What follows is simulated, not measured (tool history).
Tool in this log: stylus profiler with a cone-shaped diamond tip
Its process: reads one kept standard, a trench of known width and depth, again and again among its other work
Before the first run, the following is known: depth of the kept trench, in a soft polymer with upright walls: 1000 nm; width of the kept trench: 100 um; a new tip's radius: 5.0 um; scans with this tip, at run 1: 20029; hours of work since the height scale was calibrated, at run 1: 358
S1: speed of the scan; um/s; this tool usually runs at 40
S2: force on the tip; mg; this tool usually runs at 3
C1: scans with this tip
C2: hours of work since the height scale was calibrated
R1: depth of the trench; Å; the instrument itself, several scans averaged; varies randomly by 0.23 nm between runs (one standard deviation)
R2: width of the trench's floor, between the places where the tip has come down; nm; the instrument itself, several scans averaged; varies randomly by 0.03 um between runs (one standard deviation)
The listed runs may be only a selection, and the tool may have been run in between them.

run 1 hour=0 | S1=40 S2=3 | C1=20029 C2=358 | R1=10156.6 R2=91430
run 2 hour=78.8 | S1=40 S2=3 | C1=20398 C2=395 | R1=10160.7 R2=91410
run 3 hour=160.8 | S1=40 S2=3 | C1=20782 C2=435 | R1=10162.7 R2=91440
run 4 hour=254 | S1=40 S2=3 | C1=21218 C2=480 | R1=10163.5 R2=91340
run 5 hour=302.9 | S1=40 S2=1.94 | C1=21447 C2=503 | R1=10121.7 R2=91260
run 6 hour=354.5 | S1=40 S2=3 | C1=21689 C2=528 | R1=10162 R2=91300
run 7 hour=407.1 | S1=40 S2=3 | C1=21935 C2=553 | R1=10161.5 R2=91230
run 8 hour=503.1 | S1=40 S2=3 | C1=22385 C2=600 | R1=10163.6 R2=91210
run 9 hour=611.6 | S1=58 S2=3 | C1=22893 C2=652 | R1=10163.8 R2=91110
run 10 hour=700.9 | S1=58 S2=3 | C1=23311 C2=695 | R1=10166.8 R2=91070
run 11 hour=812.8 | S1=58 S2=4.34 | C1=23835 C2=749 | R1=10208.9 R2=91040
run 12 hour=920.4 | S1=58 S2=4.34 | C1=24339 C2=800 | R1=10208.5 R2=91000
run 13 hour=999 | S1=58 S2=4.34 | C1=24707 C2=838 | R1=10209.7 R2=90950
run 14 hour=1072.7 | S1=40 S2=3 | C1=25052 C2=874 | R1=10172 R2=90900
run 15 hour=1150.1 | S1=40 S2=1.63 | C1=25414 C2=911 | R1=10117.3 R2=90890
run 16 hour=1205.7 | S1=40 S2=1.63 | C1=25674 C2=938 | R1=10119.9 R2=90880
run 17 hour=1315.8 | S1=25 S2=3 | C1=26190 C2=991 | R1=10168.8 R2=90900
run 18 hour=1362 | S1=25 S2=3 | C1=26406 C2=1013 | R1=10170.9 R2=90840
run 19 hour=1414.5 | S1=61 S2=3 | C1=26652 C2=1038 | R1=10172 R2=90720
run 20 hour=1522.3 | S1=40 S2=3 | C1=27157 C2=1090 | R1=10175.8 R2=90700
run 21 hour=1626 | S1=40 S2=3 | C1=27643 C2=1140 | R1=10175.2 R2=90700
run 22 hour=1680.2 | S1=16 S2=3 | C1=27896 C2=1166 | R1=10175.5 R2=90750
run 23 hour=1731.9 | S1=73 S2=3 | C1=28138 C2=1191 | R1=10177.4 R2=90500
run 24 hour=1804.5 | S1=53 S2=1.16 | C1=28479 C2=1226 | R1=10104.5 R2=90520
run 25 hour=1893.4 | S1=10 S2=6.05 | C1=28895 C2=1269 | R1=10267.4 R2=90700
-- hour=1901.6 height scale calibrated on a step standard
run 26 hour=1972.5 | S1=16 S2=2.42 | C1=29263 C2=34 | R1=10175.8 R2=90560
run 27 hour=2026 | S1=16 S2=2.42 | C1=29513 C2=60 | R1=10174.9 R2=90590
run 28 hour=2110.6 | S1=63 S2=6.82 | C1=29909 C2=101 | R1=10305.8 R2=90440
run 29 hour=2219.3 | S1=73 S2=1.57 | C1=30419 C2=153 | R1=10142.9 R2=90230
run 30 hour=2316.1 | S1=33 S2=3.04 | C1=30872 C2=199 | R1=10199.1 R2=90320
-- hour=2346.2 height scale calibrated on a step standard, once more
run 31 hour=2414.3 | S1=10 S2=3.04 | C1=31329 C2=33 | R1=10151.1 R2=90440
run 32 hour=2479.2 | S1=127 S2=2.68 | C1=31633 C2=64 | R1=10137.8 R2=90000
run 33 hour=2526.4 | S1=11 S2=2.39 | C1=31854 C2=87 | R1=10128.3 R2=90330
run 34 hour=2596.9 | S1=11 S2=2.39 | C1=32184 C2=121 | R1=10128.9 R2=90340
run 35 hour=2675.6 | S1=154 S2=2.39 | C1=32553 C2=158 | R1=10128.3 R2=89760
run 36 hour=2733.9 | S1=99 S2=8.27 | C1=32826 C2=187 | R1=10294.3 R2=90140
run 37 hour=2819.5 | S1=11 S2=5.64 | C1=33226 C2=228 | R1=10229 R2=90280
run 38 hour=2872.9 | S1=116 S2=1.07 | C1=33476 C2=253 | R1=10077.5 R2=89650
run 39 hour=2944.4 | S1=116 S2=1.07 | C1=33811 C2=288 | R1=10073.9 R2=89610
run 40 hour=3006 | S1=14 S2=5.49 | C1=34100 C2=317 | R1=10226.1 R2=90220
run 41 hour=3103.9 | S1=14 S2=5.49 | C1=34558 C2=365 | R1=10229.1 R2=90160
run 42 hour=3215.6 | S1=41 S2=4.35 | C1=35081 C2=418 | R1=10194.7 R2=90020
run 43 hour=3303.7 | S1=41 S2=4.35 | C1=35494 C2=461 | R1=10195.8 R2=90000
run 44 hour=3375.3 | S1=28 S2=8.66 | C1=35829 C2=495 | R1=10312.7 R2=90020
run 45 hour=3427.3 | S1=55 S2=5.73 | C1=36072 C2=520 | R1=10237.5 R2=89940
run 46 hour=3493.7 | S1=139 S2=8.09 | C1=36383 C2=552 | R1=10300 R2=89740

Consider 4 possible next runs. They are alternatives, not a sequence: every one starts from the tool as it was left by run 46. What does each give?
run A hour=3597.8 | S1=12 S2=2.75 | C1=36870 C2=602 | R1=? R2=?
run B hour=3597.8 | S1=85 S2=6.65 | C1=36870 C2=602 | R1=? R2=?
run C hour=3597.8 | S1=40 S2=1.3 | C1=36870 C2=602 | R1=? R2=?
run D hour=3597.8 | S1=130 S2=4.03 | C1=36870 C2=602 | R1=? R2=?

run=A R1=10147 R2=89910
run=B R1=10265.5 R2=89790
run=C R1=10099 R2=89770
run=D R1=10188.6 R2=89640
What these runs would have given with no unlogged condition in the tool:
run=A R1=10139.1 R2=93950
run=B R1=10257.5 R2=93830
run=C R1=10091.1 R2=93810
run=D R1=10180.6 R2=93680

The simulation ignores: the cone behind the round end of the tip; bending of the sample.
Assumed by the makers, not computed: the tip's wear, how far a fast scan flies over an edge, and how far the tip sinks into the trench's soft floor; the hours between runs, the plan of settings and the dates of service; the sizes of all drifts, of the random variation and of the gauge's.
